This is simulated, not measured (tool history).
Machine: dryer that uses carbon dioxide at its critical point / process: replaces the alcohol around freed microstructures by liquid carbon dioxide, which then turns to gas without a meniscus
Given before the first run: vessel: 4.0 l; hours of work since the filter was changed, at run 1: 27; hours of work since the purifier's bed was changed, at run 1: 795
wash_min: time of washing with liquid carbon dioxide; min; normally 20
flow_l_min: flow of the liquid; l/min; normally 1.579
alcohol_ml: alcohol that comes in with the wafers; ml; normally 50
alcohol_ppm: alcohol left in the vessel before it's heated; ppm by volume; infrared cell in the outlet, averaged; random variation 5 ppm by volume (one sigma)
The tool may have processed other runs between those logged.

run   hour  wash_min  flow_l_min  alcohol_ml  hours of work since the filter was changed  hours of work since the purifier's bed was changed  alcohol_ppm
  1      0        20       1.579          50                                          27                                                 795          139
  2   22.7        23       1.579          50                                          44                                                 811          138
  3   43.4        23       1.579          50                                          59                                                 827          132
  4   65.7        23       1.579          50                                          75                                                 843          138
  5     86        23       1.579          50                                          90                                                 858          146
  6  114.9        23       1.579          50                                         111                                                 879          148
  7  148.9        16       1.579          50                                         136                                                 904          187
  8  174.5        21       1.579          50                                         155                                                 923          156
  9  193.8        20        1.37          50                                         169                                                 937          186
 10  221.7        20        1.37          50                                         190                                                 957          177
 11  245.9        20        1.37          50                                         207                                                 975          193
     279.6  -- inlet filter changed
 12  281.5        20        1.37          50                                           1                                                1001          181
 13  309.1        20         1.5          50                                          22                                                1021          175
 14  326.2        20       1.579          50                                          34                                                1033          172
 15  349.3        20       1.579          50                                          51                                                1050          179
 16  377.6        20       1.579          50                                          72                                                1071          179
 17  399.7        20       1.579          50                                          88                                                1087          186
 18  435.9        20       1.579          50                                         115                                                1114          186
 19  451.3        20       1.579          50                                         126                                                1125          194
 20  473.1        25        1.66          93                                         142                                                1141          183
 21  488.1        25        1.66          93                                         153                                                1152          190
 22  507.3        20       1.579          74                                         167                                                1166          226
 23  530.5        20       1.579          74                                         184                                                1183          203
 24  552.5        14         1.4          74                                         200                                                1199          438
 25  581.9        14         1.4          74                                         222                                                1221          463
       596  -- inlet filter changed
 26  598.7        14         1.4          74                                           2                                                1232          401
 27  618.3        25        2.08          74                                          16                                                1247          206
 28  643.6        13        1.21          78                                          35                                                1265          681
 29  675.9        19        1.21          78                                          59                                                1289          299
 30  692.9        19        1.78          46                                          71                                                1301          221
 31  727.9        19        1.78          46                                          97                                                1327          219
 32  754.2        13        1.02         113                                         116                                                1346         1593
 33  790.6        13        1.02         113                                         143                                                1373         1582
 34  820.6        13        2.38         113                                         165                                                1395          270
 35  843.6        18        1.72         113                                         182                                                1412          272
     857.7  -- purifier's bed changed
 36  879.9        32        1.33         113                                         206                                                  16           10
 37  910.5        12        1.36          27                                         228                                                  39          198
     914.7  -- inlet filter changed
 38  929.6        12        1.36          27                                          11                                                  52          160

Some steps in alcohol_ppm between neighbouring runs. How much of each would the tool show without its hidden state too (settings, what came in, random variation), and how much is left for the hidden state, with any gauge scatter that isn't in both results?
The hidden state here: flow that reaches the vessel past the clogged filter, %; alcohol in the recycled carbon dioxide, ppm; drift of the gauge itself on alcohol_ppm, %.
Run 27 -> 28: wash_min 25 -> 13, flow_l_min 2.08 -> 1.21, alcohol_ml 74 -> 78. alcohol_ppm +475 ppm by volume: hidden state +26, all else +449.
Run 31 -> 32: wash_min 19 -> 13, flow_l_min 1.78 -> 1.02, alcohol_ml 46 -> 113. alcohol_ppm +1374 ppm by volume: hidden state +177, all else +1197.
Run 33 -> 34: flow_l_min 1.02 -> 2.38. alcohol_ppm -1312 ppm by volume: hidden state -185, all else -1127.
Run 35 -> 36: wash_min 18 -> 32, flow_l_min 1.72 -> 1.33, purifier's bed changed. alcohol_ppm -262 ppm by volume: hidden state -241, all else -21.
